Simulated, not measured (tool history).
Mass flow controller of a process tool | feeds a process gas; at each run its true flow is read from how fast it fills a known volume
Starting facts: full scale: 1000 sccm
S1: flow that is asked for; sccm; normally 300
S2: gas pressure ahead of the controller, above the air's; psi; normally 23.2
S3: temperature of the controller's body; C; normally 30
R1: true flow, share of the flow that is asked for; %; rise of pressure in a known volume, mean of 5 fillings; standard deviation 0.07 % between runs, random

{"run": 1, "hour": 0.0, "S1": 300, "S2": 23.2, "S3": 30, "R1": 97.76}
{"run": 2, "hour": 263.6, "S1": 300, "S2": 23.2, "S3": 30, "R1": 97.79}
{"run": 3, "hour": 580.9, "S1": 300, "S2": 27, "S3": 30, "R1": 97.71}
{"run": 4, "hour": 802.3, "S1": 300, "S2": 27, "S3": 30, "R1": 97.67}
{"run": 5, "hour": 999.9, "S1": 300, "S2": 23.2, "S3": 30, "R1": 97.8}
{"run": 6, "hour": 1310.6, "S1": 300, "S2": 23.2, "S3": 30, "R1": 97.47}
{"run": 7, "hour": 1592.5, "S1": 300, "S2": 38.1, "S3": 30, "R1": 97.23}
{"run": 8, "hour": 1772.6, "S1": 300, "S2": 23.2, "S3": 30, "R1": 97.4}
{"run": 9, "hour": 1992.2, "S1": 300, "S2": 23.2, "S3": 30, "R1": 97.39}
{"run": 10, "hour": 2308.7, "S1": 300, "S2": 23.2, "S3": 30, "R1": 97.19}
{"run": 11, "hour": 2540.5, "S1": 300, "S2": 23.2, "S3": 30, "R1": 97.32}
{"run": 12, "hour": 2776.9, "S1": 300, "S2": 23.2, "S3": 30, "R1": 97.1}
{"run": 13, "hour": 3050.5, "S1": 300, "S2": 23.2, "S3": 30, "R1": 97.14}
{"run": 14, "hour": 3260.1, "S1": 300, "S2": 23.2, "S3": 24, "R1": 97.59}
{"run": 15, "hour": 3519.2, "S1": 300, "S2": 23.2, "S3": 24, "R1": 97.6}
{"run": 16, "hour": 3655.9, "S1": 664, "S2": 23.2, "S3": 24, "R1": 98.48}
{"run": 17, "hour": 3904.1, "S1": 664, "S2": 23.2, "S3": 24, "R1": 98.35}
{"run": 18, "hour": 4158.1, "S1": 664, "S2": 23.2, "S3": 24, "R1": 98.3}
{"run": 19, "hour": 4438.9, "S1": 664, "S2": 23.2, "S3": 24, "R1": 98.2}
{"run": 20, "hour": 4641.9, "S1": 300, "S2": 22.9, "S3": 26, "R1": 97.2}
{"run": 21, "hour": 4963.3, "S1": 300, "S2": 39.3, "S3": 27, "R1": 96.57}
{"run": 22, "hour": 5272.0, "S1": 289, "S2": 21.2, "S3": 27, "R1": 96.86}
{"run": 23, "hour": 5567.0, "S1": 342, "S2": 27.4, "S3": 27, "R1": 96.86}
{"run": 24, "hour": 5700.5, "S1": 342, "S2": 27.4, "S3": 27, "R1": 96.73}
{"hour": 5859.5, "done": "gauge calibrated"}
{"run": 25, "hour": 6011.4, "S1": 193, "S2": 28.6, "S3": 30, "R1": 97.49}
{"run": 26, "hour": 6242.9, "S1": 300, "S2": 25.5, "S3": 32, "R1": 97.55}
{"run": 27, "hour": 6486.1, "S1": 563, "S2": 22.6, "S3": 21, "R1": 99.21}
{"run": 28, "hour": 6729.1, "S1": 666, "S2": 35.7, "S3": 21, "R1": 99.17}
{"run": 29, "hour": 6944.5, "S1": 874, "S2": 32.6, "S3": 30, "R1": 98.86}
{"run": 30, "hour": 7256.3, "S1": 874, "S2": 32.6, "S3": 30, "R1": 98.72}
{"run": 31, "hour": 7549.8, "S1": 874, "S2": 32.6, "S3": 30, "R1": 98.67}
{"run": 32, "hour": 7757.6, "S1": 329, "S2": 34.5, "S3": 26, "R1": 97.59}
{"run": 33, "hour": 8074.5, "S1": 329, "S2": 34.5, "S3": 26, "R1": 97.63}
{"run": 34, "hour": 8371.4, "S1": 763, "S2": 21.9, "S3": 36, "R1": 97.92}
{"run": 35, "hour": 8510.3, "S1": 763, "S2": 21.9, "S3": 36, "R1": 97.91}
{"run": 36, "hour": 8748.4, "S1": 763, "S2": 21.9, "S3": 36, "R1": 97.79}
{"run": 37, "hour": 8997.4, "S1": 300, "S2": 26, "S3": 30, "R1": 96.95}
{"run": 38, "hour": 9307.2, "S1": 300, "S2": 40.2, "S3": 27, "R1": 96.97}

Each row is a separate what-if for the run after 38, all from the same tool condition, not one after another. Results?
{"run": "A", "hour": 9470.9, "S1": 300, "S2": 36, "S3": 27, "R1": "?"}
{"run": "B", "hour": 9470.9, "S1": 420, "S2": 22.8, "S3": 28, "R1": "?"}
{"run": "C", "hour": 9470.9, "S1": 179, "S2": 37.6, "S3": 35, "R1": "?"}
{"run": "D", "hour": 9470.9, "S1": 300, "S2": 28, "S3": 39, "R1": "?"}

run=A R1=97.04
run=B R1=97.47
run=C R1=95.99
run=D R1=96.14
Stripped of hidden state, with their random variation kept, the same runs would have yielded:
run=A R1=97.97
run=B R1=98.41
run=C R1=96.91
run=D R1=97.07
